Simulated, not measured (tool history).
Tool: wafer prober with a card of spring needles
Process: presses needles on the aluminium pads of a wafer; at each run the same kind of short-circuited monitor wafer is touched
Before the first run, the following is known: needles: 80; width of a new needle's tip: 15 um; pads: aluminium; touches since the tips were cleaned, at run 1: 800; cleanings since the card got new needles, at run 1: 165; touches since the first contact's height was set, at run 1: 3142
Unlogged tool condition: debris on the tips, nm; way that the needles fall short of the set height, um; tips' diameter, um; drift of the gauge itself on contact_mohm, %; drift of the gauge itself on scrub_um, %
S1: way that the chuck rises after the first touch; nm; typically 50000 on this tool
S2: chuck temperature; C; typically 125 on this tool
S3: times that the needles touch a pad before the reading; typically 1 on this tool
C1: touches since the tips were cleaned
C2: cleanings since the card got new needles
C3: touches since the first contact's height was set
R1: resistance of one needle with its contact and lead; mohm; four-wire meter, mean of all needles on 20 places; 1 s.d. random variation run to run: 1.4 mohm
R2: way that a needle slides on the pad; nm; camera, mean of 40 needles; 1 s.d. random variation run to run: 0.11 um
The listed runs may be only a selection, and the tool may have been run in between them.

Run 1, hour 0.0: usual settings; C1 800; C2 165; C3 3142. Result: R1 179 mohm, R2 12820 nm.
At hour 9.4: tips cleaned on abrasive film.
At hour 18.8: tips cleaned on abrasive film.
At hour 30.5: tips cleaned on abrasive film.
At hour 42.2: tips cleaned on abrasive film.
At hour 53.9: tips cleaned on abrasive film.
At hour 65.6: tips cleaned on abrasive film.
Run 2, hour 65.6: usual settings; C1 45; C2 171; C3 35977. Result: R1 148 mohm, R2 12670 nm.
At hour 75.0: tips cleaned on abrasive film.
At hour 86.7: tips cleaned on abrasive film.
At hour 98.4: tips cleaned on abrasive film.
At hour 107.8: tips cleaned on abrasive film.
At hour 119.5: tips cleaned on abrasive film.
At hour 131.2: tips cleaned on abrasive film.
At hour 142.9: tips cleaned on abrasive film.
At hour 154.6: tips cleaned on abrasive film.
Run 3, hour 163.8: usual settings but S2 95 C; C1 4635; C2 179; C3 85111. Result: R1 313 mohm, R2 12460 nm.
At hour 166.2: tips cleaned on abrasive film.
At hour 177.9: tips cleaned on abrasive film.
At hour 189.6: tips cleaned on abrasive film.
At hour 201.3: tips cleaned on abrasive film.
At hour 210.7: tips cleaned on abrasive film.
Run 4, hour 214.3: usual settings but S2 95 C; C1 1814; C2 184; C3 110346. Result: R1 224 mohm, R2 12420 nm.
At hour 221.3: tips cleaned on abrasive film.
At hour 233.0: tips cleaned on abrasive film.
At hour 245.0: card fitted with new needles.
At hour 254.4: tips cleaned on abrasive film.
At hour 266.1: tips cleaned on abrasive film.
At hour 275.5: tips cleaned on abrasive film.
At hour 287.2: tips cleaned on abrasive film.
At hour 296.5: tips cleaned on abrasive film.
At hour 308.2: tips cleaned on abrasive film.
At hour 318.6: tips cleaned on abrasive film.
Run 5, hour 318.6: usual settings; C1 0; C2 7; C3 36807. Result: R1 136 mohm, R2 12810 nm.
At hour 330.3: tips cleaned on abrasive film.
At hour 342.0: tips cleaned on abrasive film.
At hour 353.7: tips cleaned on abrasive film.
At hour 365.4: tips cleaned on abrasive film.
At hour 377.1: tips cleaned on abrasive film.
At hour 388.8: tips cleaned on abrasive film.
At hour 400.5: tips cleaned on abrasive film.
At hour 412.2: tips cleaned on abrasive film.
Run 6, hour 416.4: usual settings; C1 2121; C2 15; C3 85768. Result: R1 191 mohm, R2 12550 nm.
At hour 423.5: tips cleaned on abrasive film.
At hour 432.8: tips cleaned on abrasive film.
At hour 444.5: tips cleaned on abrasive film.
At hour 456.2: tips cleaned on abrasive film.
At hour 467.9: tips cleaned on abrasive film.
At hour 479.6: tips cleaned on abrasive film.
Run 7, hour 480.4: usual settings; C1 391; C2 21; C3 117776. Result: R1 155 mohm, R2 12370 nm.
At hour 489.8: tips cleaned on abrasive film.
At hour 501.5: tips cleaned on abrasive film.
At hour 513.2: tips cleaned on abrasive film.
At hour 524.9: tips cleaned on abrasive film.
Run 8, hour 525.9: usual settings; C1 538; C2 25; C3 140564. Result: R1 159 mohm, R2 12250 nm.
At hour 535.3: tips cleaned on abrasive film.
At hour 547.0: tips cleaned on abrasive film.
At hour 558.7: tips cleaned on abrasive film.
At hour 570.4: tips cleaned on abrasive film.
At hour 579.8: tips cleaned on abrasive film.
Run 9, hour 580.2: usual settings; C1 191; C2 30; C3 167689. Result: R1 140 mohm, R2 12220 nm.
At hour 589.6: tips cleaned on abrasive film.
At hour 601.2: tips cleaned on abrasive film.
At hour 612.9: tips cleaned on abrasive film.
At hour 615.6: height of the first contact set anew.
Run 10, hour 621.1: usual settings; C1 3954; C2 33; C3 2783. Result: R1 235 mohm, R2 13040 nm.
At hour 623.5: tips cleaned on abrasive film.
At hour 632.9: tips cleaned on abrasive film.
At hour 644.6: tips cleaned on abrasive film.
At hour 656.3: tips cleaned on abrasive film.
At hour 668.0: tips cleaned on abrasive film.
At hour 679.7: tips cleaned on abrasive film.
At hour 691.4: tips cleaned on abrasive film.
At hour 703.1: tips cleaned on abrasive film.
At hour 714.8: tips cleaned on abrasive film.
Run 11, hour 715.4: usual settings; C1 337; C2 42; C3 49962. Result: R1 151 mohm, R2 12580 nm.
At hour 724.8: tips cleaned on abrasive film.
At hour 736.5: tips cleaned on abrasive film.
At hour 748.2: tips cleaned on abrasive film.
At hour 759.9: tips cleaned on abrasive film.
At hour 771.6: tips cleaned on abrasive film.
At hour 783.3: tips cleaned on abrasive film.
At hour 795.0: tips cleaned on abrasive film.
Run 12, hour 795.6: usual settings; C1 283; C2 49; C3 90061. Result: R1 148 mohm, R2 12530 nm.
At hour 804.9: tips cleaned on abrasive film.
At hour 816.6: tips cleaned on abrasive film.
At hour 828.3: tips cleaned on abrasive film.
At hour 840.0: tips cleaned on abrasive film.
At hour 851.7: tips cleaned on abrasive film.
At hour 861.1: tips cleaned on abrasive film.
At hour 872.8: tips cleaned on abrasive film.
At hour 883.6: tips cleaned on abrasive film.
Run 13, hour 883.6: usual settings; C1 0; C2 57; C3 134076. Result: R1 142 mohm, R2 12030 nm.
At hour 895.2: tips cleaned on abrasive film.
At hour 906.9: tips cleaned on abrasive film.
At hour 918.6: tips cleaned on abrasive film.
At hour 928.0: tips cleaned on abrasive film.
At hour 939.7: tips cleaned on abrasive film.
At hour 949.1: tips cleaned on abrasive film.
At hour 960.8: tips cleaned on abrasive film.
Run 14, hour 967.5: usual settings; C1 3395; C2 64; C3 176115. Result: R1 239 mohm, R2 12140 nm.

Run 15 comes next. What will it give?
At hour 972.3: tips cleaned on abrasive film.
At hour 984.0: tips cleaned on abrasive film.
At hour 986.6: height of the first contact set anew.
At hour 996.0: tips cleaned on abrasive film.
At hour 1007.7: tips cleaned on abrasive film.
Run 15, hour 1015.6: usual settings but S2 31 C, S3 3; C1 4029; C2 68; C3 14568. Result: R1 ?, R2 ?.

Logged for run 15: R1 161 mohm, R2 12930 nm.
On a tool with no hidden condition, and with the same random variation, this run would have come out at R1 110 mohm, R2 12970 nm.
